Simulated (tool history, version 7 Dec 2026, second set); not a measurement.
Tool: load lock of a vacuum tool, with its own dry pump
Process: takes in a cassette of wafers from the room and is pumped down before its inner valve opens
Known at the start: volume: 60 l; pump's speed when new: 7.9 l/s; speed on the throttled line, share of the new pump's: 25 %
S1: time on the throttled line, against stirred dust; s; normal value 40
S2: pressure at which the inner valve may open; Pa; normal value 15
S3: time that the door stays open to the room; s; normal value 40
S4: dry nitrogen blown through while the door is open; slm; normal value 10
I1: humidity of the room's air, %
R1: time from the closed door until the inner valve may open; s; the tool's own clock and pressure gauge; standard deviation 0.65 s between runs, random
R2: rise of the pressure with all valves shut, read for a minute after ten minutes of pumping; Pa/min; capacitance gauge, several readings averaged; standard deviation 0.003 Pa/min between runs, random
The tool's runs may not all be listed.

run	hour	S1	S2	S3	S4	I1	R1	R2
1	0	40	15	40	10	42.4	100.1	0.04
2	148.7	53	15	40	10	42.9	110.4	0.035
3	228.7	53	15	40	10	44.4	109	0.038
4	360	53	15	40	10	45.9	108.8	0.042
5	464	40	15	27	10	43.2	100.4	0.04
6	595.2	40	26	27	10	44.2	95.5	0.038
7	660	40	15	40	29	44.8	100.3	0.033
8	755.2	40	15	40	29	45.9	100.9	0.033
9	914.8	40	15	40	29	44.2	101.3	0.027
10	985.7	40	13	40	10	43.3	103.2	0.04
11	1096.3	40	12	40	10	48	103.2	0.042
12	1223.2	40	15	40	36	44.4	100.5	0.029
13	1300.7	40	15	105	10	42.8	101.3	0.054
14	1369	22	15	40	10	39.9	88.3	0.033
15	1501.7	40	15	40	10	45.6	101.4	0.042
16	1619.2	40	15	40	10	41.8	103	0.039
17	1684.4	40	15	40	10	41.8	101.7	0.042
18	1770.9	40	15	40	10	47.5	101.6	0.049
19	1836.9	40	15	40	10	45.9	101.4	0.049
20	1906.3	40	15	40	10	45.8	101.7	0.047
21	2010	40	15	40	10	43.8	103.1	0.049
22	2133.2	41	15	71	7	48.9	102.4	0.056
23	2290.5	41	15	71	7	43.8	103.3	0.057
24	2437.9	40	26	40	16	48.2	97.9	0.046
25	2526.7	40	26	40	16	46	98.2	0.043
26	2603.1	29	26	40	7	45	90.4	0.045
27	2735.8	40	25	40	10	45.2	99.6	0.05
28	2858.8	40	15	91	27	47.1	102.2	0.049
29	2969.3	40	15	91	27	46.8	103	0.048
30	3085	40	15	91	27	45.6	103	0.052
31	3194.5	40	19	32	13	47.3	101.2	0.047
32	3339.5	36	19	32	13	45.4	99.5	0.051
33	3470.8	36	19	97	42	46.3	98.1	0.05
34	3622.4	49	11	46	24	44.3	114.3	0.047
35	3743.8	44	15	40	10	45.8	107.9	0.057

Some steps in R1, run to run, broken into two amounts with sign: the step expected even without the hidden condition (settings, incoming material, random variation), and the rest, left for the hidden condition together with whatever gauge scatter is not in both the measured and the hidden-condition-free result:
Hidden state present: pump's speed, % of a new pump's; leak at the door's seal, Pa l/s; drift of the gauge itself on ready_s, %; drift of the gauge itself on rise_pa_min, %.
Run 13 -> 14: S1 40 -> 22, S3 105 -> 40. R1 -13 s: hidden state +0.5, all else -13.5.
Run 14 -> 15: S1 22 -> 40. R1 +13.1 s: hidden state -0.1, all else +13.2.
Run 27 -> 28: S2 25 -> 15, S3 40 -> 91, S4 10 -> 27. R1 +2.6 s: hidden state +0.5, all else +2.1.
Run 31 -> 32: S1 40 -> 36. R1 -1.7 s: hidden state +0.6, all else -2.3.
Run 33 -> 34: S1 36 -> 49, S2 19 -> 11, S3 97 -> 46, S4 42 -> 24. R1 +16.2 s: hidden state +0.3, all else +15.9.
